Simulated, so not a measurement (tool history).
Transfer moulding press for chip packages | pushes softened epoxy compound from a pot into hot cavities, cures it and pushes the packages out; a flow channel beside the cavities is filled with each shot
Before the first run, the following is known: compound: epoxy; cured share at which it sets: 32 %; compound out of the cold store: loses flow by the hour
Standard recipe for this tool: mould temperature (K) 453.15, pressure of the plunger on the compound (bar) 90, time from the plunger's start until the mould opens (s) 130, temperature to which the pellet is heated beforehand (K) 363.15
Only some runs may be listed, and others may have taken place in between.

run	hour	mould temperature (K)	pressure of the plunger on the compound (bar)	time from the plunger's start until the mould opens (s)	temperature to which the pellet is heated beforehand (K)	incoming compound's hours out of the cold store	length that the compound runs in the flow channel (mm)	greatest force on the pins that push the packages out (N)
1	0	453.15	90	130	363.15	46.9	540	249
# hour 4.6: cavities cleaned with cleaning compound and waxed
2	36.4	453.15	90	130	363.15	33.1	591	254
# hour 74: cavities cleaned with cleaning compound and waxed
# hour 87.1: plunger's sealing rings changed
3	88.4	454.15	90	130	363.15	14.5	661	254
4	123	450.15	90	130	363.15	21.7	631	316
# hour 147.3: mould's thermocouples calibrated
# hour 148.8: cavities cleaned with cleaning compound and waxed
5	173	450.15	90	130	363.15	22.3	637	303
6	209	450.15	90	130	363.15	21.1	633	323
# hour 218.9: cavities cleaned with cleaning compound and waxed
7	245.8	450.15	90	130	363.15	27.1	608	307
8	279.8	450.15	90	130	363.15	27.4	616	311
# hour 288.9: cavities cleaned with cleaning compound and waxed
9	330.3	450.15	90	130	363.15	40	568	291
# hour 358.1: cavities cleaned with cleaning compound and waxed
10	358.1	453.15	90	130	363.15	19.4	633	259
11	382.5	453.15	90	130	363.15	24.4	619	263
12	405.1	453.15	90	130	363.15	15.3	657	260
# hour 429.8: cavities cleaned with cleaning compound and waxed
13	444.6	453.15	90	130	363.15	33.2	587	250
# hour 461.8: plunger's sealing rings changed
14	492.1	453.15	90	130	363.15	21.3	627	267
# hour 505.5: cavities cleaned with cleaning compound and waxed
15	540.6	453.15	90	130	363.15	10.7	681	274
# hour 574.4: cavities cleaned with cleaning compound and waxed
16	585.5	456.15	107.5	130	363.15	33.5	633	226
17	620	448.15	90	130	365.15	35.8	589	355
# hour 643.8: cavities cleaned with cleaning compound and waxed
18	656.1	445.15	87.1	124	365.15	23.5	623	517
19	695.9	445.15	87.1	124	365.15	16	669	541
# hour 714.2: cavities cleaned with cleaning compound and waxed
20	722.6	453.15	77.1	115	373.15	22.7	569	327
21	769.2	459.15	90	130	370.15	22.7	613	197
# hour 785.8: cavities cleaned with cleaning compound and waxed
22	809.3	446.15	90	130	366.15	34.4	602	378
# hour 835.6: plunger's sealing rings changed
# hour 857.4: cavities cleaned with cleaning compound and waxed
23	862.1	446.15	90	130	366.15	32.3	606	396
24	895.7	453.15	90	130	360.15	40.9	559	240
25	923.1	453.15	88.5	130	365.15	29	598	251
# hour 928.1: cavities cleaned with cleaning compound and waxed
26	970.7	455.15	81	136	366.15	45.5	517	216
# hour 998.9: cavities cleaned with cleaning compound and waxed
27	998.9	450.15	90	127	363.15	14.1	669	343

Alternative continuations, all from the tool just after run 27; predict every row:
A	1050.9	456.15	90	130	366.15	8.7	?	?
B	1050.9	453.15	90	148	363.15	13.3	?	?
C	1050.9	453.15	90	117	370.15	45.6	?	?

run	length that the compound runs in the flow channel (mm)	greatest force on the pins that push the packages out (N)
A	675	238
B	658	219
C	542	280
What these runs would have given with no unlogged condition in the tool:
run	length that the compound runs in the flow channel (mm)	greatest force on the pins that push the packages out (N)
A	676	234
B	659	216
C	543	276
